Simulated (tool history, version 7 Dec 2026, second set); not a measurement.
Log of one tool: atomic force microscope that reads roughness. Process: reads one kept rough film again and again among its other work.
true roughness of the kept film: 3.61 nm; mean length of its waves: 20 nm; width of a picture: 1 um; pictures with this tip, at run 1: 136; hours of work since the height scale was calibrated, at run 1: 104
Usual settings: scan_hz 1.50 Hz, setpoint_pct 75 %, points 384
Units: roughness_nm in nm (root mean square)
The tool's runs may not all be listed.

| run | hour | scan_hz | setpoint_pct | points | pictures with this tip | hours of work since the height scale was calibrated | roughness_nm |
|---|---|---|---|---|---|---|---|
| 1 | 0.0 | 1.50 | 75 | 384 | 136 | 104 | 2.203 |
| 2 | 11.2 | 1.50 | 75 | 384 | 153 | 110 | 2.134 |
| 3 | 22.6 | 3.78 | 75 | 384 | 171 | 117 | 1.870 |
| 4 | 40.8 | 3.78 | 75 | 384 | 200 | 127 | 1.809 |
| 5 | 50.0 | 3.78 | 75 | 384 | 215 | 132 | 1.752 |
| 6 | 66.0 | 3.78 | 75 | 384 | 240 | 141 | 1.688 |
| 7 | 76.4 | 3.78 | 75 | 819 | 256 | 146 | 1.677 |
|  | 79.7 | new tip fitted |
| 8 | 85.9 | 3.78 | 75 | 819 | 9 | 151 | 2.504 |
| 9 | 101.9 | 3.78 | 75 | 819 | 35 | 160 | 2.379 |
| 10 | 118.0 | 1.50 | 75 | 384 | 60 | 169 | 2.488 |
| 11 | 127.3 | 1.50 | 75 | 384 | 75 | 174 | 2.406 |
| 12 | 145.8 | 1.50 | 75 | 359 | 104 | 185 | 2.280 |
| 13 | 158.1 | 1.50 | 75 | 384 | 123 | 192 | 2.214 |
| 14 | 173.4 | 1.50 | 82 | 384 | 147 | 200 | 2.073 |
| 15 | 190.6 | 1.50 | 82 | 384 | 175 | 210 | 1.966 |
| 16 | 198.5 | 1.50 | 56 | 384 | 187 | 214 | 2.092 |
| 17 | 210.5 | 1.50 | 56 | 384 | 206 | 221 | 2.021 |
| 18 | 229.0 | 1.50 | 75 | 384 | 235 | 231 | 1.858 |
| 19 | 242.4 | 1.50 | 80 | 384 | 256 | 238 | 1.752 |
|  | 246.4 | new tip fitted |
| 20 | 251.7 | 1.50 | 79 | 384 | 8 | 243 | 2.685 |
| 21 | 265.2 | 1.50 | 75 | 384 | 29 | 251 | 2.624 |
| 22 | 283.3 | 0.66 | 75 | 384 | 58 | 261 | 2.565 |
| 23 | 294.1 | 1.61 | 75 | 384 | 75 | 267 | 2.392 |
| 24 | 309.8 | 1.50 | 75 | 384 | 100 | 276 | 2.288 |
| 25 | 328.1 | 1.50 | 75 | 384 | 129 | 286 | 2.190 |
| 26 | 343.0 | 1.50 | 75 | 409 | 152 | 294 | 2.133 |
| 27 | 359.5 | 1.50 | 58 | 692 | 178 | 303 | 2.141 |
| 28 | 373.8 | 1.50 | 58 | 692 | 201 | 311 | 2.054 |
| 29 | 383.7 | 1.48 | 63 | 482 | 217 | 317 | 1.968 |
| 30 | 395.9 | 1.48 | 63 | 482 | 236 | 324 | 1.930 |
|  | 411.7 | new tip fitted |
| 31 | 415.5 | 0.68 | 62 | 289 | 6 | 334 | 2.878 |
| 32 | 423.8 | 0.68 | 62 | 289 | 19 | 339 | 2.763 |
| 33 | 435.4 | 0.68 | 62 | 289 | 37 | 345 | 2.691 |
| 34 | 443.6 | 0.68 | 62 | 289 | 50 | 350 | 2.637 |
| 35 | 455.4 | 1.31 | 62 | 775 | 69 | 356 | 2.546 |
| 36 | 472.0 | 1.31 | 62 | 775 | 95 | 366 | 2.419 |
| 37 | 480.3 | 1.85 | 57 | 511 | 108 | 370 | 2.362 |
| 38 | 497.0 | 1.50 | 83 | 384 | 135 | 379 | 2.065 |
| 39 | 508.7 | 1.50 | 73 | 776 | 153 | 386 | 2.114 |
| 40 | 527.8 | 1.50 | 73 | 776 | 183 | 397 | 2.011 |
| 41 | 546.9 | 1.61 | 77 | 526 | 213 | 407 | 1.865 |
| 42 | 556.1 | 1.50 | 85 | 384 | 228 | 412 | 1.774 |
| 43 | 569.8 | 1.50 | 85 | 384 | 249 | 420 | 1.712 |
|  | 577.2 | new tip fitted |
| 44 | 582.8 | 1.50 | 85 | 384 | 9 | 427 | 2.640 |
| 45 | 600.3 | 1.50 | 85 | 384 | 37 | 437 | 2.493 |
| 46 | 609.6 | 0.99 | 71 | 671 | 51 | 442 | 2.667 |
| 47 | 618.8 | 0.99 | 71 | 671 | 66 | 447 | 2.582 |
| 48 | 634.8 | 0.99 | 75 | 1008 | 91 | 456 | 2.443 |
| 49 | 644.8 | 0.99 | 75 | 1008 | 107 | 461 | 2.356 |
| 50 | 656.2 | 2.77 | 88 | 624 | 125 | 468 | 1.902 |
| 51 | 675.3 | 2.77 | 88 | 624 | 155 | 478 | 1.824 |
| 52 | 691.6 | 2.77 | 88 | 624 | 181 | 487 | 1.746 |

3 ways to go on from here, each from the tool as it stands after run 52. What would each give?
| A | 709.8 | 0.53 | 68 | 357 | 209 | 498 | ? |
| B | 709.8 | 0.87 | 81 | 694 | 209 | 498 | ? |
| C | 709.8 | 1.78 | 88 | 680 | 209 | 498 | ? |

| run | roughness_nm |
|---|---|
| A | 2.023 |
| B | 1.969 |
| C | 1.795 |
Without the tool's hidden state the same runs would have given:
| run | roughness_nm |
|---|---|
| A | 2.958 |
| B | 2.880 |
| C | 2.624 |

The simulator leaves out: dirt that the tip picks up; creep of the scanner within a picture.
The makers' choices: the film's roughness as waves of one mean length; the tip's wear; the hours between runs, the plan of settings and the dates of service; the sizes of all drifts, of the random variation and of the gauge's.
